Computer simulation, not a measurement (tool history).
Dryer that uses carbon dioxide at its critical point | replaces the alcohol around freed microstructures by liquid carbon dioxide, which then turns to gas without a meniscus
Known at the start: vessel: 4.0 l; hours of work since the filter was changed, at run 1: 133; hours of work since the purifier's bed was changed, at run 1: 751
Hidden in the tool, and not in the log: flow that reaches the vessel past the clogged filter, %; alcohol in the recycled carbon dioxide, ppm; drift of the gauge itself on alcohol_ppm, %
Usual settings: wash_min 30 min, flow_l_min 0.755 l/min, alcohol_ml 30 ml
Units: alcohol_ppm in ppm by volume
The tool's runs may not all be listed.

| run | hour | wash_min | flow_l_min | alcohol_ml | hours of work since the filter was changed | hours of work since the purifier's bed was changed | alcohol_ppm |
|---|---|---|---|---|---|---|---|
| 1 | 0 | 30 | 0.755 | 30 | 133 | 751 | 174 |
| 2 | 52.8 | 30 | 0.755 | 62 | 170 | 789 | 298 |
| 3 | 83.6 | 30 | 0.755 | 30 | 192 | 811 | 182 |
| 4 | 112.4 | 30 | 0.755 | 66 | 213 | 831 | 336 |
| 5 | 154.5 | 30 | 0.755 | 66 | 243 | 861 | 362 |
| 6 | 187.2 | 28 | 0.755 | 30 | 267 | 885 | 243 |
| 7 | 217.3 | 28 | 0.755 | 30 | 288 | 906 | 262 |
| 8 | 256.5 | 28 | 0.755 | 30 | 316 | 935 | 260 |
| 9 | 300.8 | 28 | 0.755 | 30 | 348 | 966 | 278 |
| 10 | 329.5 | 30 | 0.755 | 30 | 369 | 987 | 227 |
|  | 344.3 | inlet filter changed |
| 11 | 380.4 | 30 | 0.755 | 30 | 26 | 1023 | 172 |
| 12 | 436.3 | 30 | 0.977 | 30 | 66 | 1063 | 102 |
| 13 | 484.7 | 30 | 0.977 | 30 | 101 | 1097 | 110 |
| 14 | 535.3 | 44 | 0.755 | 30 | 137 | 1134 | 101 |
| 15 | 571.7 | 44 | 0.755 | 30 | 163 | 1160 | 103 |
| 16 | 618.3 | 30 | 0.755 | 61 | 196 | 1193 | 341 |
| 17 | 667.8 | 37 | 0.755 | 30 | 232 | 1229 | 133 |
| 18 | 708.1 | 30 | 0.755 | 30 | 261 | 1257 | 231 |
| 19 | 740.1 | 30 | 0.755 | 30 | 284 | 1280 | 238 |
| 20 | 769.7 | 30 | 0.755 | 31 | 305 | 1301 | 255 |
| 21 | 804.3 | 30 | 0.755 | 31 | 330 | 1326 | 256 |
|  | 811.5 | purifier's bed changed |
| 22 | 854.3 | 30 | 0.755 | 31 | 363 | 31 | 181 |
|  | 878.4 | inlet filter changed |
| 23 | 900.1 | 30 | 0.755 | 31 | 16 | 63 | 97 |
| 24 | 932 | 22 | 0.755 | 84 | 38 | 86 | 850 |
| 25 | 961.7 | 22 | 0.755 | 84 | 60 | 107 | 870 |
| 26 | 989.1 | 22 | 0.755 | 84 | 79 | 127 | 885 |
| 27 | 1032.6 | 22 | 0.755 | 55 | 111 | 158 | 611 |
| 28 | 1083.1 | 22 | 0.639 | 34 | 147 | 194 | 678 |
| 29 | 1123.6 | 20 | 0.591 | 30 | 176 | 223 | 928 |
| 30 | 1175.7 | 30 | 1.244 | 40 | 213 | 260 | 41 |
| 31 | 1202.3 | 30 | 1.244 | 40 | 232 | 279 | 35 |
| 32 | 1228.5 | 30 | 1.244 | 40 | 251 | 298 | 37 |
| 33 | 1281.8 | 30 | 1.244 | 40 | 289 | 336 | 36 |
| 34 | 1307 | 29 | 0.472 | 30 | 307 | 354 | 786 |
| 35 | 1341.5 | 29 | 0.472 | 30 | 332 | 379 | 793 |
| 36 | 1371.9 | 24 | 0.755 | 30 | 354 | 401 | 379 |
|  | 1408 | inlet filter changed |
| 37 | 1420 | 24 | 0.755 | 30 | 9 | 435 | 244 |
| 38 | 1475.8 | 30 | 0.755 | 50 | 49 | 475 | 201 |
| 39 | 1532.5 | 37 | 0.751 | 50 | 89 | 515 | 103 |
| 40 | 1572.5 | 37 | 0.751 | 50 | 118 | 544 | 100 |
| 41 | 1611.5 | 37 | 0.751 | 50 | 146 | 572 | 113 |
| 42 | 1648.3 | 27 | 0.694 | 30 | 172 | 598 | 287 |
| 43 | 1693.3 | 27 | 0.694 | 30 | 204 | 630 | 310 |
| 44 | 1733.8 | 27 | 0.694 | 30 | 233 | 659 | 323 |
| 45 | 1766.9 | 30 | 0.645 | 41 | 257 | 683 | 389 |
| 46 | 1801.7 | 30 | 0.645 | 41 | 282 | 708 | 419 |

4 ways to go on from here, each from the tool as it stands after run 46. What would each give?
| A | 1830.6 | 30 | 0.487 | 80 | 303 | 729 | ? |
| B | 1830.6 | 39 | 0.645 | 87 | 303 | 729 | ? |
| C | 1830.6 | 21 | 0.755 | 72 | 303 | 729 | ? |
| D | 1830.6 | 30 | 0.469 | 31 | 303 | 729 | ? |

| run | alcohol_ppm |
|---|---|
| A | 1728 |
| B | 331 |
| C | 1205 |
| D | 785 |
Without the tool's hidden state the same runs would have given:
| run | alcohol_ppm |
|---|---|
| A | 1201 |
| B | 160 |
| C | 797 |
| D | 533 |
